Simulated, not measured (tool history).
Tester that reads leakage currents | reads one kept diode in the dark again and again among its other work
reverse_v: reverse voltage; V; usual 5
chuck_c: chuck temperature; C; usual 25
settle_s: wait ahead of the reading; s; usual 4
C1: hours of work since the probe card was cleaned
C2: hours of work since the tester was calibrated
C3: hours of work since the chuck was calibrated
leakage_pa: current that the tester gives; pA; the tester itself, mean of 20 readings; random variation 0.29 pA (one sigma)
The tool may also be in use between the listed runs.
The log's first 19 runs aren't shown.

run 20 hour=690.4 | reverse_v=5 chuck_c=55 settle_s=4 | C1=429 C2=1044 C3=420 | leakage_pa=1253.69
run 21 hour=711.7 | reverse_v=5 chuck_c=45 settle_s=4 | C1=444 C2=1059 C3=435 | leakage_pa=587.36
run 22 hour=736.3 | reverse_v=7.73 chuck_c=45 settle_s=0.43 | C1=462 C2=1077 C3=453 | leakage_pa=729.37
run 23 hour=770.4 | reverse_v=7.46 chuck_c=45 settle_s=0.62 | C1=486 C2=1101 C3=477 | leakage_pa=715.04
run 24 hour=790.3 | reverse_v=6.35 chuck_c=42 settle_s=0.62 | C1=501 C2=1115 C3=492 | leakage_pa=522.61
run 25 hour=819.4 | reverse_v=7.8 chuck_c=56 settle_s=0.93 | C1=522 C2=1136 C3=513 | leakage_pa=1713.04
run 26 hour=866.3 | reverse_v=7.8 chuck_c=56 settle_s=0.93 | C1=555 C2=1170 C3=546 | leakage_pa=1713.22
run 27 hour=902.4 | reverse_v=5 chuck_c=22 settle_s=4 | C1=581 C2=1196 C3=572 | leakage_pa=88.58
run 28 hour=951.3 | reverse_v=5 chuck_c=22 settle_s=4 | C1=616 C2=1231 C3=607 | leakage_pa=89.54
run 29 hour=988.8 | reverse_v=1.71 chuck_c=35 settle_s=3.49 | C1=643 C2=1257 C3=634 | leakage_pa=157.91
run 30 hour=1034.6 | reverse_v=5 chuck_c=51 settle_s=0.79 | C1=675 C2=1290 C3=667 | leakage_pa=967.51
run 31 hour=1073.6 | reverse_v=5 chuck_c=51 settle_s=0.79 | C1=703 C2=1318 C3=694 | leakage_pa=969.52
run 32 hour=1094.1 | reverse_v=17.15 chuck_c=39 settle_s=4 | C1=718 C2=1333 C3=709 | leakage_pa=703.28
run 33 hour=1121.1 | reverse_v=17.15 chuck_c=39 settle_s=4 | C1=737 C2=1352 C3=728 | leakage_pa=710.56
run 34 hour=1141.6 | reverse_v=1.94 chuck_c=25 settle_s=0.74 | C1=752 C2=1367 C3=743 | leakage_pa=73.63
run 35 hour=1190.3 | reverse_v=17.61 chuck_c=27 settle_s=4 | C1=787 C2=1402 C3=778 | leakage_pa=282.66
run 36 hour=1225.6 | reverse_v=1.34 chuck_c=34 settle_s=1.17 | C1=812 C2=1427 C3=803 | leakage_pa=134.03
run 37 hour=1271.9 | reverse_v=1.34 chuck_c=34 settle_s=1.17 | C1=845 C2=1460 C3=836 | leakage_pa=133.69
-- hour=1318.6 chuck's temperature calibrated
run 38 hour=1321.5 | reverse_v=2.53 chuck_c=34 settle_s=2.38 | C1=879 C2=1494 C3=2 | leakage_pa=159.43
run 39 hour=1346.9 | reverse_v=2.53 chuck_c=34 settle_s=2.38 | C1=898 C2=1512 C3=20 | leakage_pa=159.66

Forecast each of these 3 alternatives for the next run:
run A hour=1388.5 | reverse_v=1.54 chuck_c=50 settle_s=4.6 | C1=927 C2=1542 C3=50 | leakage_pa=?
run B hour=1388.5 | reverse_v=2.77 chuck_c=57 settle_s=6.24 | C1=927 C2=1542 C3=50 | leakage_pa=?
run C hour=1388.5 | reverse_v=4.75 chuck_c=25 settle_s=4 | C1=927 C2=1542 C3=50 | leakage_pa=?

run=A leakage_pa=455.85
run=B leakage_pa=1035.57
run=C leakage_pa=105.82
Without the tool's hidden state the same runs would have given:
run=A leakage_pa=449.73
run=B leakage_pa=1023.52
run=C leakage_pa=94.2
